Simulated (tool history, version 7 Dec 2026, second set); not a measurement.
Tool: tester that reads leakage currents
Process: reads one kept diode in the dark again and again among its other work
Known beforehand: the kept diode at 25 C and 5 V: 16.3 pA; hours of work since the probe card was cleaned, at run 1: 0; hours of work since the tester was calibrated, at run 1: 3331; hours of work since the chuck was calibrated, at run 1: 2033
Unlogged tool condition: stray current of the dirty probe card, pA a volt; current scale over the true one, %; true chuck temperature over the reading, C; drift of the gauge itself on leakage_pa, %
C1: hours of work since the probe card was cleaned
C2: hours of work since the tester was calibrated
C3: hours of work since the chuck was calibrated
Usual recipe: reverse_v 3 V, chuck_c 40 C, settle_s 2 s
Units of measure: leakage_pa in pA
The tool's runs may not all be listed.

run 1 day=0 | reverse_v=3 chuck_c=40 settle_s=2 | C1=0 C2=3331 C3=2033 | leakage_pa=41.44
run 2 day=7.333 | reverse_v=3 chuck_c=40 settle_s=2 | C1=88 C2=3418 C3=2120 | leakage_pa=41.95
run 3 day=13.55 | reverse_v=3 chuck_c=40 settle_s=2 | C1=162 C2=3493 C3=2195 | leakage_pa=42.73
-- day=20.95 chuck's temperature calibrated
run 4 day=20.971 | reverse_v=3 chuck_c=40 settle_s=2 | C1=250 C2=3580 C3=0 | leakage_pa=41.52
run 5 day=24.812 | reverse_v=3 chuck_c=40 settle_s=2 | C1=295 C2=3626 C3=46 | leakage_pa=41.72
run 6 day=30.008 | reverse_v=3 chuck_c=40 settle_s=2 | C1=357 C2=3688 C3=108 | leakage_pa=41.96
run 7 day=36.471 | reverse_v=3 chuck_c=40 settle_s=2 | C1=435 C2=3765 C3=185 | leakage_pa=42.26
run 8 day=44.896 | reverse_v=1.1 chuck_c=40 settle_s=2 | C1=535 C2=3866 C3=286 | leakage_pa=27.2
run 9 day=49.225 | reverse_v=1.1 chuck_c=40 settle_s=2 | C1=587 C2=3918 C3=338 | leakage_pa=27.25
run 10 day=57.4 | reverse_v=3 chuck_c=40 settle_s=0.49 | C1=685 C2=4015 C3=435 | leakage_pa=44.88
run 11 day=64.712 | reverse_v=3 chuck_c=40 settle_s=0.49 | C1=772 C2=4103 C3=523 | leakage_pa=45.28
run 12 day=72.608 | reverse_v=3 chuck_c=40 settle_s=0.49 | C1=866 C2=4197 C3=617 | leakage_pa=46.08
run 13 day=77.342 | reverse_v=4.51 chuck_c=40 settle_s=2 | C1=923 C2=4254 C3=674 | leakage_pa=56.55
run 14 day=83.258 | reverse_v=4.51 chuck_c=40 settle_s=2 | C1=994 C2=4324 C3=744 | leakage_pa=57.03
run 15 day=91.854 | reverse_v=1.96 chuck_c=40 settle_s=2 | C1=1096 C2=4427 C3=847 | leakage_pa=37.89
run 16 day=97.375 | reverse_v=12.21 chuck_c=28 settle_s=4.15 | C1=1162 C2=4493 C3=913 | leakage_pa=60.26
run 17 day=106.021 | reverse_v=7.91 chuck_c=40 settle_s=2 | C1=1266 C2=4596 C3=1016 | leakage_pa=81.8
run 18 day=110.375 | reverse_v=5.36 chuck_c=40 settle_s=0.33 | C1=1318 C2=4648 C3=1068 | leakage_pa=67.9

What will run 19 give?
run 19 day=114.192 | reverse_v=5.36 chuck_c=40 settle_s=0.33 | C1=1363 C2=4694 C3=1114 | leakage_pa=?

Run 19 produced leakage_pa 68.75 pA.
Take away the tool's hidden state, keep the run-to-run variation as it was, and the same run would have given leakage_pa 53.49 pA.

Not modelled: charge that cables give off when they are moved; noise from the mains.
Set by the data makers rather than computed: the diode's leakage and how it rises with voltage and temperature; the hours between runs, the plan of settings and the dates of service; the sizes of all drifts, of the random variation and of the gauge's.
